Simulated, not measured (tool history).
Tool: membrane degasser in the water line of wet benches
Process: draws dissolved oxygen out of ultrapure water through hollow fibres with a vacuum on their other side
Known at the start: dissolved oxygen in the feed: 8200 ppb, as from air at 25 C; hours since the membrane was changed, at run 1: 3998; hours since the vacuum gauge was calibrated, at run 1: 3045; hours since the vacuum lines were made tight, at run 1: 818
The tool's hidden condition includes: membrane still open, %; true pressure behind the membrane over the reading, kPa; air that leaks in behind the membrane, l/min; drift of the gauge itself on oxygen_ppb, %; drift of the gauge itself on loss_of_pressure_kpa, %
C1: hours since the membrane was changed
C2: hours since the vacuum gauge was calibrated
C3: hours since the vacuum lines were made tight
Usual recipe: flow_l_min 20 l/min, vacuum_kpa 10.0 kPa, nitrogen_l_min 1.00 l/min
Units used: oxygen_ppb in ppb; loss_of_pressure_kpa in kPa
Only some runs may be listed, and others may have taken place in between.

run 1 day=0.000 | flow_l_min=20 vacuum_kpa=10.0 nitrogen_l_min=1.00 | C1=3998 C2=3045 C3=818 | oxygen_ppb=533.5 loss_of_pressure_kpa=31.39
run 2 day=7.321 | flow_l_min=20 vacuum_kpa=10.0 nitrogen_l_min=1.00 | C1=4174 C2=3221 C3=994 | oxygen_ppb=535.0 loss_of_pressure_kpa=31.18
run 3 day=14.450 | flow_l_min=20 vacuum_kpa=10.0 nitrogen_l_min=1.00 | C1=4345 C2=3392 C3=1165 | oxygen_ppb=536.7 loss_of_pressure_kpa=30.90
run 4 day=21.933 | flow_l_min=20 vacuum_kpa=10.0 nitrogen_l_min=1.00 | C1=4524 C2=3572 C3=1345 | oxygen_ppb=539.7 loss_of_pressure_kpa=31.17
run 5 day=29.912 | flow_l_min=20 vacuum_kpa=10.0 nitrogen_l_min=1.00 | C1=4716 C2=3763 C3=1536 | oxygen_ppb=535.1 loss_of_pressure_kpa=31.00
run 6 day=35.525 | flow_l_min=16 vacuum_kpa=10.0 nitrogen_l_min=1.00 | C1=4851 C2=3898 C3=1671 | oxygen_ppb=424.3 loss_of_pressure_kpa=24.93
run 7 day=43.275 | flow_l_min=16 vacuum_kpa=10.0 nitrogen_l_min=1.00 | C1=5037 C2=4084 C3=1857 | oxygen_ppb=419.0 loss_of_pressure_kpa=25.18
run 8 day=53.904 | flow_l_min=16 vacuum_kpa=10.0 nitrogen_l_min=1.00 | C1=5292 C2=4339 C3=2112 | oxygen_ppb=421.2 loss_of_pressure_kpa=25.12
run 9 day=65.358 | flow_l_min=20 vacuum_kpa=10.0 nitrogen_l_min=1.00 | C1=5566 C2=4614 C3=2387 | oxygen_ppb=546.3 loss_of_pressure_kpa=30.66
run 10 day=78.042 | flow_l_min=20 vacuum_kpa=10.0 nitrogen_l_min=1.00 | C1=5871 C2=4918 C3=2691 | oxygen_ppb=533.3 loss_of_pressure_kpa=30.57
run 11 day=91.079 | flow_l_min=20 vacuum_kpa=10.0 nitrogen_l_min=1.00 | C1=6184 C2=5231 C3=3004 | oxygen_ppb=532.5 loss_of_pressure_kpa=30.95
run 12 day=100.871 | flow_l_min=20 vacuum_kpa=10.0 nitrogen_l_min=1.00 | C1=6419 C2=5466 C3=3239 | oxygen_ppb=543.9 loss_of_pressure_kpa=30.41
run 13 day=111.271 | flow_l_min=20 vacuum_kpa=10.0 nitrogen_l_min=1.00 | C1=6668 C2=5716 C3=3489 | oxygen_ppb=539.4 loss_of_pressure_kpa=30.80
run 14 day=120.204 | flow_l_min=20 vacuum_kpa=10.0 nitrogen_l_min=1.00 | C1=6883 C2=5930 C3=3703 | oxygen_ppb=547.3 loss_of_pressure_kpa=30.54
run 15 day=127.408 | flow_l_min=20 vacuum_kpa=10.0 nitrogen_l_min=1.00 | C1=7056 C2=6103 C3=3876 | oxygen_ppb=542.2 loss_of_pressure_kpa=30.44
run 16 day=140.167 | flow_l_min=20 vacuum_kpa=10.0 nitrogen_l_min=1.00 | C1=7362 C2=6409 C3=4182 | oxygen_ppb=540.0 loss_of_pressure_kpa=30.73
run 17 day=150.229 | flow_l_min=20 vacuum_kpa=10.0 nitrogen_l_min=0.43 | C1=7603 C2=6651 C3=4424 | oxygen_ppb=803.0 loss_of_pressure_kpa=30.44
run 18 day=158.262 | flow_l_min=29 vacuum_kpa=10.0 nitrogen_l_min=2.14 | C1=7796 C2=6844 C3=4617 | oxygen_ppb=606.9 loss_of_pressure_kpa=44.14
run 19 day=165.971 | flow_l_min=29 vacuum_kpa=10.0 nitrogen_l_min=2.14 | C1=7981 C2=7029 C3=4802 | oxygen_ppb=609.9 loss_of_pressure_kpa=44.28
-- day=169.612 vacuum gauge calibrated
run 20 day=178.562 | flow_l_min=30 vacuum_kpa=10.0 nitrogen_l_min=0.44 | C1=8283 C2=215 C3=5103 | oxygen_ppb=1116.5 loss_of_pressure_kpa=45.76
run 21 day=184.312 | flow_l_min=30 vacuum_kpa=12.4 nitrogen_l_min=0.90 | C1=8421 C2=353 C3=5241 | oxygen_ppb=972.3 loss_of_pressure_kpa=45.61
run 22 day=195.933 | flow_l_min=30 vacuum_kpa=12.4 nitrogen_l_min=0.90 | C1=8700 C2=632 C3=5520 | oxygen_ppb=977.5 loss_of_pressure_kpa=45.52
run 23 day=207.625 | flow_l_min=14 vacuum_kpa=16.1 nitrogen_l_min=0.40 | C1=8980 C2=912 C3=5801 | oxygen_ppb=954.1 loss_of_pressure_kpa=21.29
run 24 day=214.046 | flow_l_min=13 vacuum_kpa=15.7 nitrogen_l_min=2.41 | C1=9134 C2=1066 C3=5955 | oxygen_ppb=288.9 loss_of_pressure_kpa=19.52
-- day=220.617 gauge calibrated
run 25 day=222.592 | flow_l_min=27 vacuum_kpa=15.7 nitrogen_l_min=0.58 | C1=9340 C2=1271 C3=6160 | oxygen_ppb=1316.9 loss_of_pressure_kpa=41.82
run 26 day=234.129 | flow_l_min=20 vacuum_kpa=7.9 nitrogen_l_min=1.00 | C1=9616 C2=1548 C3=6437 | oxygen_ppb=454.3 loss_of_pressure_kpa=31.20
run 27 day=247.196 | flow_l_min=30 vacuum_kpa=7.9 nitrogen_l_min=1.00 | C1=9930 C2=1862 C3=6750 | oxygen_ppb=708.4 loss_of_pressure_kpa=46.83
run 28 day=257.538 | flow_l_min=28 vacuum_kpa=10.0 nitrogen_l_min=1.43 | C1=10178 C2=2110 C3=6999 | oxygen_ppb=664.1 loss_of_pressure_kpa=43.35
run 29 day=266.388 | flow_l_min=30 vacuum_kpa=9.0 nitrogen_l_min=1.00 | C1=10391 C2=2323 C3=7211 | oxygen_ppb=757.9 loss_of_pressure_kpa=46.22
run 30 day=272.042 | flow_l_min=19 vacuum_kpa=14.4 nitrogen_l_min=1.00 | C1=10526 C2=2458 C3=7347 | oxygen_ppb=680.9 loss_of_pressure_kpa=29.09
run 31 day=281.121 | flow_l_min=14 vacuum_kpa=14.4 nitrogen_l_min=0.87 | C1=10744 C2=2676 C3=7565 | oxygen_ppb=534.9 loss_of_pressure_kpa=21.50
run 32 day=294.546 | flow_l_min=14 vacuum_kpa=17.8 nitrogen_l_min=0.49 | C1=11066 C2=2998 C3=7887 | oxygen_ppb=940.2 loss_of_pressure_kpa=21.49

What if the next run were any one of these 4? Each begins from the tool's condition after run 32:
run A day=304.438 | flow_l_min=14 vacuum_kpa=7.1 nitrogen_l_min=0.49 | C1=11304 C2=3236 C3=8124 | oxygen_ppb=? loss_of_pressure_kpa=?
run B day=304.438 | flow_l_min=14 vacuum_kpa=13.0 nitrogen_l_min=0.69 | C1=11304 C2=3236 C3=8124 | oxygen_ppb=? loss_of_pressure_kpa=?
run C day=304.438 | flow_l_min=20 vacuum_kpa=6.2 nitrogen_l_min=0.74 | C1=11304 C2=3236 C3=8124 | oxygen_ppb=? loss_of_pressure_kpa=?
run D day=304.438 | flow_l_min=17 vacuum_kpa=7.9 nitrogen_l_min=1.20 | C1=11304 C2=3236 C3=8124 | oxygen_ppb=? loss_of_pressure_kpa=?

run=A oxygen_ppb=384.9 loss_of_pressure_kpa=21.42
run=B oxygen_ppb=554.3 loss_of_pressure_kpa=21.77
run=C oxygen_ppb=414.1 loss_of_pressure_kpa=30.55
run=D oxygen_ppb=359.4 loss_of_pressure_kpa=26.07
Had the tool no hidden state, the same runs would have come out as:
run=A oxygen_ppb=383.2 loss_of_pressure_kpa=21.61
run=B oxygen_ppb=552.7 loss_of_pressure_kpa=21.97
run=C oxygen_ppb=411.9 loss_of_pressure_kpa=30.82
run=D oxygen_ppb=357.5 loss_of_pressure_kpa=26.31
